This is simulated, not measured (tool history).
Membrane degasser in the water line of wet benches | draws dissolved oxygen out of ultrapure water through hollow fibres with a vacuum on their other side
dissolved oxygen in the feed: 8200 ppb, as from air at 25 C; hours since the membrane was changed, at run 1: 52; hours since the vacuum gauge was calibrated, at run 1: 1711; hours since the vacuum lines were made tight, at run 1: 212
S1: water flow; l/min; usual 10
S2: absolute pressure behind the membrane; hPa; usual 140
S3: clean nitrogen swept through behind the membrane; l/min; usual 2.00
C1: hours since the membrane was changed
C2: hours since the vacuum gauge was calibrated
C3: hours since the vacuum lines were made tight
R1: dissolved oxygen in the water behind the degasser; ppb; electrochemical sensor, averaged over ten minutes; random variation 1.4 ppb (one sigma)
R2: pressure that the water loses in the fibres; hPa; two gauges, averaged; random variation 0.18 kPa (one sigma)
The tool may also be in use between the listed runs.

run,day,S1,S2,S3,C1,C2,C3,R1,R2
1,0.000,10,140,2.00,52,1711,212,146.4,321.2
2,4.696,10,140,2.00,164,1824,325,142.9,318.3
3,8.617,10,140,2.00,259,1918,419,144.1,320.7
4,11.154,10,140,2.00,319,1979,480,143.6,322.5
5,14.325,10,140,2.18,396,2055,556,133.6,321.1
6,17.525,10,140,1.14,472,2131,632,237.1,321.9
# day 17.962: vacuum gauge calibrated
7,20.342,10,140,1.14,539,57,700,235.0,318.3
8,22.971,10,140,2.80,603,120,763,107.4,321.2
9,27.408,10,121,1.37,709,227,869,169.8,321.3
10,31.571,10,121,1.37,809,327,969,167.7,319.4
11,33.908,10,111,2.09,865,383,1025,106.0,321.2

The same runs without the tool's hidden state, with the same run-to-run variation:
The hidden state here: membrane still open, %; true pressure behind the membrane over the reading, kPa; air that leaks in behind the membrane, l/min; drift of the gauge itself on oxygen_ppb, %; drift of the gauge itself on loss_of_pressure_kpa, %.
run,R1,R2
1,145.2,321.1
2,141.6,317.9
3,142.6,320.0
4,141.9,321.7
5,131.9,320.1
6,234.2,320.7
7,231.3,317.0
8,105.5,319.7
9,166.3,319.5
10,164.1,317.4
11,103.3,318.9
